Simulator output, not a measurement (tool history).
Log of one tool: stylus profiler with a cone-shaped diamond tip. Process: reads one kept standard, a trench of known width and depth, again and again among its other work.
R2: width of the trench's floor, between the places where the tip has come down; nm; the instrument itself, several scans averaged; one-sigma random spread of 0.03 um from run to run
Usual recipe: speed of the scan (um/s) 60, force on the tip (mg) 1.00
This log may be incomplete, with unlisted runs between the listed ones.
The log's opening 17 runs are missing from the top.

run 18 hour=1155.6 | speed_of_the_scan_(um/s)=60 force_on_the_tip_(mg)=0.39 | depth_of_the_trench_(nm)=200.81 R2=25100
run 19 hour=1213.6 | speed_of_the_scan_(um/s)=60 force_on_the_tip_(mg)=2.77 | depth_of_the_trench_(nm)=202.23 R2=25500
run 20 hour=1288.5 | speed_of_the_scan_(um/s)=60 force_on_the_tip_(mg)=2.77 | depth_of_the_trench_(nm)=202.04 R2=25470
run 21 hour=1349.0 | speed_of_the_scan_(um/s)=60 force_on_the_tip_(mg)=1.00 | depth_of_the_trench_(nm)=201.24 R2=25320
run 22 hour=1444.5 | speed_of_the_scan_(um/s)=60 force_on_the_tip_(mg)=1.00 | depth_of_the_trench_(nm)=201.27 R2=25220
run 23 hour=1546.4 | speed_of_the_scan_(um/s)=23 force_on_the_tip_(mg)=1.00 | depth_of_the_trench_(nm)=201.29 R2=25410
run 24 hour=1612.1 | speed_of_the_scan_(um/s)=24 force_on_the_tip_(mg)=1.71 | depth_of_the_trench_(nm)=201.65 R2=25490
run 25 hour=1693.0 | speed_of_the_scan_(um/s)=24 force_on_the_tip_(mg)=1.71 | depth_of_the_trench_(nm)=201.70 R2=25390
run 26 hour=1783.6 | speed_of_the_scan_(um/s)=76 force_on_the_tip_(mg)=1.04 | depth_of_the_trench_(nm)=201.34 R2=24930
run 27 hour=1869.2 | speed_of_the_scan_(um/s)=121 force_on_the_tip_(mg)=0.99 | depth_of_the_trench_(nm)=201.42 R2=24500
run 28 hour=1913.4 | speed_of_the_scan_(um/s)=121 force_on_the_tip_(mg)=0.99 | depth_of_the_trench_(nm)=201.41 R2=24450
run 29 hour=1958.9 | speed_of_the_scan_(um/s)=121 force_on_the_tip_(mg)=0.99 | depth_of_the_trench_(nm)=201.35 R2=24510
run 30 hour=2017.9 | speed_of_the_scan_(um/s)=121 force_on_the_tip_(mg)=0.99 | depth_of_the_trench_(nm)=201.36 R2=24450
run 31 hour=2063.3 | speed_of_the_scan_(um/s)=37 force_on_the_tip_(mg)=1.38 | depth_of_the_trench_(nm)=201.66 R2=25080
run 32 hour=2126.2 | speed_of_the_scan_(um/s)=33 force_on_the_tip_(mg)=1.28 | depth_of_the_trench_(nm)=201.48 R2=25060
run 33 hour=2235.8 | speed_of_the_scan_(um/s)=33 force_on_the_tip_(mg)=1.28 | depth_of_the_trench_(nm)=201.72 R2=25010
-- hour=2267.0 height scale calibrated on a step standard
run 34 hour=2315.5 | speed_of_the_scan_(um/s)=33 force_on_the_tip_(mg)=1.28 | depth_of_the_trench_(nm)=201.06 R2=24890
-- hour=2341.7 new tip fitted, height scale calibrated
run 35 hour=2422.8 | speed_of_the_scan_(um/s)=28 force_on_the_tip_(mg)=0.55 | depth_of_the_trench_(nm)=200.57 R2=26910
run 36 hour=2525.4 | speed_of_the_scan_(um/s)=28 force_on_the_tip_(mg)=0.55 | depth_of_the_trench_(nm)=200.60 R2=26810
run 37 hour=2604.7 | speed_of_the_scan_(um/s)=28 force_on_the_tip_(mg)=0.55 | depth_of_the_trench_(nm)=200.52 R2=26720
run 38 hour=2667.2 | speed_of_the_scan_(um/s)=28 force_on_the_tip_(mg)=0.55 | depth_of_the_trench_(nm)=200.62 R2=26680

Below are 5 alternative next runs, each starting from the tool's condition after run 38. Predict each:
run A hour=2750.4 | speed_of_the_scan_(um/s)=60 force_on_the_tip_(mg)=1.25 | depth_of_the_trench_(nm)=? R2=?
run B hour=2750.4 | speed_of_the_scan_(um/s)=190 force_on_the_tip_(mg)=0.55 | depth_of_the_trench_(nm)=? R2=?
run C hour=2750.4 | speed_of_the_scan_(um/s)=16 force_on_the_tip_(mg)=1.67 | depth_of_the_trench_(nm)=? R2=?
run D hour=2750.4 | speed_of_the_scan_(um/s)=45 force_on_the_tip_(mg)=1.00 | depth_of_the_trench_(nm)=? R2=?
run E hour=2750.4 | speed_of_the_scan_(um/s)=28 force_on_the_tip_(mg)=0.54 | depth_of_the_trench_(nm)=? R2=?

run=A depth_of_the_trench_(nm)=201.05 R2=26500
run=B depth_of_the_trench_(nm)=200.61 R2=25080
run=C depth_of_the_trench_(nm)=201.35 R2=26790
run=D depth_of_the_trench_(nm)=200.89 R2=26600
run=E depth_of_the_trench_(nm)=200.55 R2=26580
Without the tool's unlogged condition, the same runs would have read:
run=A depth_of_the_trench_(nm)=201.02 R2=26820
run=B depth_of_the_trench_(nm)=200.58 R2=25390
run=C depth_of_the_trench_(nm)=201.33 R2=27110
run=D depth_of_the_trench_(nm)=200.87 R2=26920
run=E depth_of_the_trench_(nm)=200.52 R2=26890
